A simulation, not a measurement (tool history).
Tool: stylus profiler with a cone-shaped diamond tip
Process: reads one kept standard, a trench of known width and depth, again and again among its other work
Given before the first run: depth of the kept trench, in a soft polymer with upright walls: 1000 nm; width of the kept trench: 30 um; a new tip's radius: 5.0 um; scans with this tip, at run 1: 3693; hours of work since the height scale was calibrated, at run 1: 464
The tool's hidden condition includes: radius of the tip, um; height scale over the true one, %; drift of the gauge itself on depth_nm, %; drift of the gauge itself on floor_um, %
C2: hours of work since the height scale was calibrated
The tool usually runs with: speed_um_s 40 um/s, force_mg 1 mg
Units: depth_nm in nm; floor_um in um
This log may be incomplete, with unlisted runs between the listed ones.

run 1 hour=0 | speed_um_s=40 force_mg=1 | scans_with_this_tip=3693 C2=464 | depth_nm=1004.12 floor_um=23.13
run 2 hour=58.6 | speed_um_s=40 force_mg=1.65 | scans_with_this_tip=3977 C2=500 | depth_nm=1005.97 floor_um=23.2
run 3 hour=108.8 | speed_um_s=40 force_mg=1 | scans_with_this_tip=4221 C2=531 | depth_nm=1004.31 floor_um=23.08
run 4 hour=189 | speed_um_s=40 force_mg=0.48 | scans_with_this_tip=4610 C2=580 | depth_nm=1002.58 floor_um=22.94
run 5 hour=270.2 | speed_um_s=147 force_mg=1 | scans_with_this_tip=5004 C2=629 | depth_nm=1004.25 floor_um=22.25
run 6 hour=355.5 | speed_um_s=147 force_mg=1 | scans_with_this_tip=5418 C2=681 | depth_nm=1004.51 floor_um=22.21
run 7 hour=413 | speed_um_s=99 force_mg=2.89 | scans_with_this_tip=5698 C2=716 | depth_nm=1007.8 floor_um=22.69
run 8 hour=513.7 | speed_um_s=59 force_mg=0.99 | scans_with_this_tip=6186 C2=778 | depth_nm=1004.41 floor_um=22.55
run 9 hour=598.5 | speed_um_s=11 force_mg=0.39 | scans_with_this_tip=6598 C2=830 | depth_nm=1003.26 floor_um=22.87
run 10 hour=695.5 | speed_um_s=57 force_mg=1.25 | scans_with_this_tip=7069 C2=889 | depth_nm=1005.25 floor_um=22.55
run 11 hour=759.8 | speed_um_s=57 force_mg=1.25 | scans_with_this_tip=7381 C2=928 | depth_nm=1005.33 floor_um=22.47
run 12 hour=835.4 | speed_um_s=80 force_mg=0.93 | scans_with_this_tip=7748 C2=974 | depth_nm=1004.72 floor_um=22.17

5 options for the next run, each taken on its own from the tool as it stands now. Forecast them:
run A hour=911.3 | speed_um_s=40 force_mg=0.57 | scans_with_this_tip=8116 C2=1021 | depth_nm=? floor_um=?
run B hour=911.3 | speed_um_s=125 force_mg=0.39 | scans_with_this_tip=8116 C2=1021 | depth_nm=? floor_um=?
run C hour=911.3 | speed_um_s=154 force_mg=2.61 | scans_with_this_tip=8116 C2=1021 | depth_nm=? floor_um=?
run D hour=911.3 | speed_um_s=151 force_mg=0.93 | scans_with_this_tip=8116 C2=1021 | depth_nm=? floor_um=?
run E hour=911.3 | speed_um_s=134 force_mg=1.15 | scans_with_this_tip=8116 C2=1021 | depth_nm=? floor_um=?

run=A depth_nm=1003.83 floor_um=22.33
run=B depth_nm=1003.11 floor_um=21.36
run=C depth_nm=1008 floor_um=22.06
run=D depth_nm=1005.12 floor_um=21.64
run=E depth_nm=1005.16 floor_um=21.84
With the hidden condition removed and each run's random variation left untouched, the same runs would have given:
run=A depth_nm=1002.35 floor_um=23.62
run=B depth_nm=1001.63 floor_um=22.65
run=C depth_nm=1006.51 floor_um=23.34
run=D depth_nm=1003.64 floor_um=22.93
run=E depth_nm=1003.68 floor_um=23.13

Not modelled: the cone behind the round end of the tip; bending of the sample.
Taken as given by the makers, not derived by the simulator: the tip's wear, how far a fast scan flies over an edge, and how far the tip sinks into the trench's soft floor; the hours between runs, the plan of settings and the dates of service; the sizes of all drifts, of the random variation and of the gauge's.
